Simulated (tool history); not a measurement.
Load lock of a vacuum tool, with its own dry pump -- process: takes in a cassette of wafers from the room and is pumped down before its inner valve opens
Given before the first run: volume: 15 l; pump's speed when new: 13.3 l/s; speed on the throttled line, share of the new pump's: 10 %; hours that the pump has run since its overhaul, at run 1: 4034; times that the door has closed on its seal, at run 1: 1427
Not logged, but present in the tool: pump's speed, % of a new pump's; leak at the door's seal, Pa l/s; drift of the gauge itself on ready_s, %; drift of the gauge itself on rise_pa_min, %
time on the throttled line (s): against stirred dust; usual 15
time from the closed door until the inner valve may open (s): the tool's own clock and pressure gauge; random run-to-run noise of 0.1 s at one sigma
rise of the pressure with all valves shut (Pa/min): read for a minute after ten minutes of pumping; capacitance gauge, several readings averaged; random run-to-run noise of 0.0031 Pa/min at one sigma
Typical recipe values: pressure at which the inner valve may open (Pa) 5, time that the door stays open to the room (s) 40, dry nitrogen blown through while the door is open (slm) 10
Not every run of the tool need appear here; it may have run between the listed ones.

run	hour	time on the throttled line (s)	pressure at which the inner valve may open (Pa)	time that the door stays open to the room (s)	dry nitrogen blown through while the door is open (slm)	hours that the pump has run since its overhaul	times that the door has closed on its seal	incoming humidity of the room's air, %	time from the closed door until the inner valve may open (s)	rise of the pressure with all valves shut (Pa/min)
1	0.0	15	5	40	10	4034	1427	47.2	25.30	0.067
2	108.9	15	5	40	10	4143	1696	43.5	25.12	0.056
3	236.0	19	5	40	10	4270	2010	46.4	28.59	0.058
4	398.7	19	5	40	10	4433	2412	49.3	28.67	0.062
5	558.9	19	5	40	10	4593	2808	44.1	28.64	0.065
6	663.2	15	5	40	10	4697	3065	47.0	25.11	0.069
7	779.5	15	4	40	10	4814	3353	49.1	25.40	0.064
8	885.1	15	4	40	10	4919	3613	44.7	25.44	0.061
9	1008.8	15	5	95	10	5043	3919	45.2	25.17	0.100
10	1114.4	15	5	95	10	5149	4180	46.9	25.11	0.106
11	1238.7	15	5	95	10	5273	4486	44.1	25.26	0.097
12	1381.6	15	5	95	10	5416	4839	42.6	25.30	0.097
13	1560.7	15	5	95	10	5595	5282	44.0	25.16	0.105
14	1669.1	11	5	40	10	5703	5549	46.4	21.59	0.070
15	1749.2	15	5	40	6	5783	5747	45.9	25.17	0.069
16	1904.0	15	5	40	6	5938	6129	44.8	25.31	0.072
17	2066.9	27	5	90	10	6101	6532	44.8	36.07	0.099
18	2155.0	27	5	90	10	6189	6749	44.6	35.91	0.097
19	2267.2	27	5	90	10	6301	7026	42.0	36.09	0.094
20	2374.0	27	5	90	10	6408	7290	42.8	36.01	0.098
21	2532.0	15	5	40	37	6566	7680	45.5	25.29	0.043
22	2697.0	15	9	40	19	6731	8088	47.2	24.56	0.060
23	2785.2	15	5	166	19	6819	8306	44.8	25.28	0.118
24	2952.8	15	6	201	8	6987	8720	44.9	24.97	0.174
25	3036.5	15	5	40	4	7071	8926	45.9	25.42	0.078
26	3215.8	15	9	40	4	7250	9369	45.3	24.73	0.080
27	3376.9	17	5	40	10	7411	9767	40.6	27.02	0.065
28	3552.0	17	5	123	10	7586	10199	45.2	27.17	0.129
29	3654.8	10	6	146	16	7689	10453	44.7	20.74	0.117

A few steps of time from the closed door until the inner valve may open (s) between consecutive runs. Split each: what settings, incoming material and random variation would produce without the hidden state, and what is left over for the hidden state, along with gauge scatter present in only one of the two compared results (measured, and without hidden state):
Run 16 -> 17: time on the throttled line (s) 15 -> 27, time that the door stays open to the room (s) 40 -> 90, dry nitrogen blown through while the door is open (slm) 6 -> 10. time from the closed door until the inner valve may open (s) +10.76: hidden state -0.07, all else +10.83.
Run 20 -> 21: time on the throttled line (s) 27 -> 15, time that the door stays open to the room (s) 90 -> 40, dry nitrogen blown through while the door is open (slm) 10 -> 37. time from the closed door until the inner valve may open (s) -10.72: hidden state +0.08, all else -10.80.
